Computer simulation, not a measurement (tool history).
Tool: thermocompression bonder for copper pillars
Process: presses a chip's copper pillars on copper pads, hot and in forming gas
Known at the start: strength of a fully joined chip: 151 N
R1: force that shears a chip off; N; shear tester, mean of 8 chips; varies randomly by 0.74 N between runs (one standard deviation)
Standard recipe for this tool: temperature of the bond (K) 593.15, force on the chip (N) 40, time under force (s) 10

{"run": 1, "hour": 0.0, "temperature of the bond (K)": 593.15, "force on the chip (N)": 40, "time under force (s)": 10, "R1": 44.4}
{"run": 2, "hour": 36.2, "temperature of the bond (K)": 593.15, "force on the chip (N)": 40, "time under force (s)": 15, "R1": 50.6}
{"run": 3, "hour": 68.5, "temperature of the bond (K)": 593.15, "force on the chip (N)": 30, "time under force (s)": 10, "R1": 31.8}
{"hour": 97.0, "done": "forming gas filter changed"}
{"run": 4, "hour": 107.7, "temperature of the bond (K)": 593.15, "force on the chip (N)": 30, "time under force (s)": 10, "R1": 34.7}
{"run": 5, "hour": 138.8, "temperature of the bond (K)": 593.15, "force on the chip (N)": 45, "time under force (s)": 10, "R1": 50.4}
{"run": 6, "hour": 155.4, "temperature of the bond (K)": 593.15, "force on the chip (N)": 45, "time under force (s)": 10, "R1": 50.8}
{"run": 7, "hour": 195.2, "temperature of the bond (K)": 593.15, "force on the chip (N)": 45, "time under force (s)": 10, "R1": 49.3}
{"run": 8, "hour": 224.0, "temperature of the bond (K)": 593.15, "force on the chip (N)": 40, "time under force (s)": 20, "R1": 58.4}
{"run": 9, "hour": 241.4, "temperature of the bond (K)": 593.15, "force on the chip (N)": 40, "time under force (s)": 20, "R1": 57.2}
{"run": 10, "hour": 262.3, "temperature of the bond (K)": 593.15, "force on the chip (N)": 40, "time under force (s)": 20, "R1": 57.9}
{"run": 11, "hour": 285.7, "temperature of the bond (K)": 593.15, "force on the chip (N)": 29, "time under force (s)": 16, "R1": 38.1}
{"run": 12, "hour": 322.3, "temperature of the bond (K)": 570.15, "force on the chip (N)": 33, "time under force (s)": 16, "R1": 34.7}
{"hour": 326.0, "done": "heater calibrated with a thermocouple chip"}
{"run": 13, "hour": 354.7, "temperature of the bond (K)": 618.15, "force on the chip (N)": 28, "time under force (s)": 10, "R1": 36}
{"run": 14, "hour": 394.5, "temperature of the bond (K)": 579.15, "force on the chip (N)": 47, "time under force (s)": 14, "R1": 45.8}
{"hour": 416.0, "done": "forming gas filter changed"}
{"run": 15, "hour": 428.9, "temperature of the bond (K)": 579.15, "force on the chip (N)": 47, "time under force (s)": 14, "R1": 49.6}
{"run": 16, "hour": 463.3, "temperature of the bond (K)": 578.15, "force on the chip (N)": 40, "time under force (s)": 27, "R1": 54.9}
{"run": 17, "hour": 492.9, "temperature of the bond (K)": 563.15, "force on the chip (N)": 30, "time under force (s)": 10, "R1": 21.4}
{"hour": 496.7, "done": "heater calibrated with a thermocouple chip, once more"}
{"run": 18, "hour": 524.8, "temperature of the bond (K)": 591.15, "force on the chip (N)": 42, "time under force (s)": 10, "R1": 49.8}

4 options for the next run, each taken on its own from the tool as it stands now. Forecast them:
{"run": "A", "hour": 559.5, "temperature of the bond (K)": 593.15, "force on the chip (N)": 40, "time under force (s)": 7, "R1": "?"}
{"run": "B", "hour": 559.5, "temperature of the bond (K)": 591.15, "force on the chip (N)": 42, "time under force (s)": 25, "R1": "?"}
{"run": "C", "hour": 559.5, "temperature of the bond (K)": 591.15, "force on the chip (N)": 42, "time under force (s)": 27, "R1": "?"}
{"run": "D", "hour": 559.5, "temperature of the bond (K)": 613.15, "force on the chip (N)": 25, "time under force (s)": 21, "R1": "?"}

run=A R1=41.2
run=B R1=69.2
run=C R1=71.8
run=D R1=49.1
With no hidden state in the tool, these same runs would have given:
run=A R1=46.8
run=B R1=77.3
run=C R1=80.2
run=D R1=55.4

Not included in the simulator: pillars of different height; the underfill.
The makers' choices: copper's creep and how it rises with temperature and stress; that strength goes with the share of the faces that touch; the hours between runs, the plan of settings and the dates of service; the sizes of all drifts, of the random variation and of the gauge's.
